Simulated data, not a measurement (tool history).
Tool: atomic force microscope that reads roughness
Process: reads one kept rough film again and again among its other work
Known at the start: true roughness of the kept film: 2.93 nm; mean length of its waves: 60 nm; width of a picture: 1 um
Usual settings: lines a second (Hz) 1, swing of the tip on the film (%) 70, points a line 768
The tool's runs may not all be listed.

run    hour  lines a second (Hz)  swing of the tip on the film (%)  points a line  roughness of the kept film (nm (root mean square))
  1       0                    1                                70            768                                               2.708
  2    20.6                    1                                70            768                                               2.703
  3      35                    1                                64            768                                               2.758
  4    53.5                    1                                64            768                                               2.727
  5    81.8                    1                                64            768                                               2.726
  6   111.9                    1                                70            768                                               2.688
  7   134.5                 1.19                                70            768                                               2.709
  8   156.5                 1.19                                70            768                                               2.696
  9   185.4                 1.84                                70            768                                               2.605
 10   202.6                 1.84                                70            768                                               2.586
 11   233.4                 1.84                                70            768                                               2.579
 12     253                 0.71                                70            768                                               2.719
 13   283.5                 0.71                                70            768                                               2.721
 14   314.3                    1                                61            768                                                 2.8
 15   339.7                    1                                60            768                                               2.787
 16   362.6                    1                                70            768                                               2.709
 17   392.9                    1                                70            768                                               2.695
 18   420.6                    1                                70            768                                               2.695
 19   440.4                    1                                70            768                                               2.678
 20   472.6                    1                                70            768                                               2.676
 21   494.7                    1                                70            768                                               2.727
 22   523.7                    1                                70            768                                               2.703
 23   542.9                    1                                70            450                                                 2.7
 24   568.1                    1                                70            450                                               2.692
 25     588                    1                                57            768                                               2.781
 26   612.8                 2.79                                57            768                                               2.654
 27   629.3                 0.77                                70            901                                               2.731
 28   643.8                 0.77                                63            901                                               2.749
 29   675.3                    1                                78            355                                               2.651
 30   697.8                    1                                78            355                                               2.642
 31   727.7                    1                                62            355                                               2.777
 32   759.2                    1                                62            355                                               2.754
 33   776.3                 1.53                                70            768                                               2.642
 34   798.4                 1.53                                83            541                                               2.441
 35   824.9                 1.53                                83            541                                               2.429
 36   854.9                 1.53                                83            541                                               2.454
 37   884.8                 1.53                                74            344                                               2.574
 38   911.1                    1                                79            393                                               2.643
 39   935.9                 3.82                                76            768                                               2.202
 40   963.5                 2.61                                74            768                                               2.382
 41   980.1                 1.53                                59            317                                                2.71
 42    1001                 1.53                                70            282                                               2.636
 43  1032.8                    1                                82            768                                               2.596
 44  1051.7                 1.48                                70            271                                               2.634
 45  1067.3                 1.37                                77            269                                               2.561
 46  1098.2                 1.82                                88            259                                               2.278
 47  1116.6                    1                                71            532                                               2.693
 48  1137.7                 3.81                                62            353                                               2.499
 49  1157.4                 1.85                                82            452                                                2.37
 50  1180.2                    1                                81            436                                               2.613
 51  1206.1                 0.74                                73            295                                               2.728
 52  1229.5                 2.66                                69            604                                               2.521

Not shown: 9 entries that the log had between the listed runs. Between which runs, and how does the tool's hidden state differ before and after?
Between runs 6 and 7: new tip fitted (hour 134)
  radius of the tip, nm: 11.5 -> 5.2; height scale over the true one, %: 0.07 -> 0.08
  measured less the result without the state, roughness of the kept film (nm (root mean square)): -0.053 -> +0.001
Between runs 13 and 14: new tip fitted (hour 306.8)
  radius of the tip, nm: 11.2 -> 5.7; height scale over the true one, %: 0.18 -> 0.2
  measured less the result without the state, roughness of the kept film (nm (root mean square)): -0.049 -> +0
Between runs 20 and 21: new tip fitted (hour 480.4)
  radius of the tip, nm: 12.7 -> 5.9; height scale over the true one, %: 0.29 -> 0.3
  measured less the result without the state, roughness of the kept film (nm (root mean square)): -0.056 -> +0
Between runs 28 and 29: new tip fitted (hour 653.5)
  radius of the tip, nm: 11.8 -> 5.9; height scale over the true one, %: 0.4 -> 0.42
  measured less the result without the state, roughness of the kept film (nm (root mean square)): -0.047 -> +0.003
Between runs 30 and 31: height scale calibrated on a step standard (hour 701.5)
  radius of the tip, nm: 6.8 -> 8.1; height scale over the true one, %: 0.43 -> 0.52
  measured less the result without the state, roughness of the kept film (nm (root mean square)): -0.005 -> -0.012
Between runs 35 and 36: new tip fitted (hour 827.2)
  radius of the tip, nm: 12 -> 6.4; height scale over the true one, %: 0.58 -> 0.59
  measured less the result without the state, roughness of the kept film (nm (root mean square)): -0.039 -> +0.004
Between runs 37 and 38: height scale calibrated on a step standard, once more (hour 891.8)
  radius of the tip, nm: 7.7 -> 8.7; height scale over the true one, %: 0.61 -> 0.06
  measured less the result without the state, roughness of the kept film (nm (root mean square)): -0.007 -> -0.029
Between runs 41 and 42: new tip fitted (hour 1001)
  radius of the tip, nm: 11.6 -> 5.5; height scale over the true one, %: 0.1 -> 0.11
  measured less the result without the state, roughness of the kept film (nm (root mean square)): -0.053 -> -0.001
Between runs 49 and 50: new tip fitted (hour 1173.5)
  radius of the tip, nm: 11.9 -> 5.4; height scale over the true one, %: 0.21 -> 0.22
  measured less the result without the state, roughness of the kept film (nm (root mean square)): -0.046 -> +0.002

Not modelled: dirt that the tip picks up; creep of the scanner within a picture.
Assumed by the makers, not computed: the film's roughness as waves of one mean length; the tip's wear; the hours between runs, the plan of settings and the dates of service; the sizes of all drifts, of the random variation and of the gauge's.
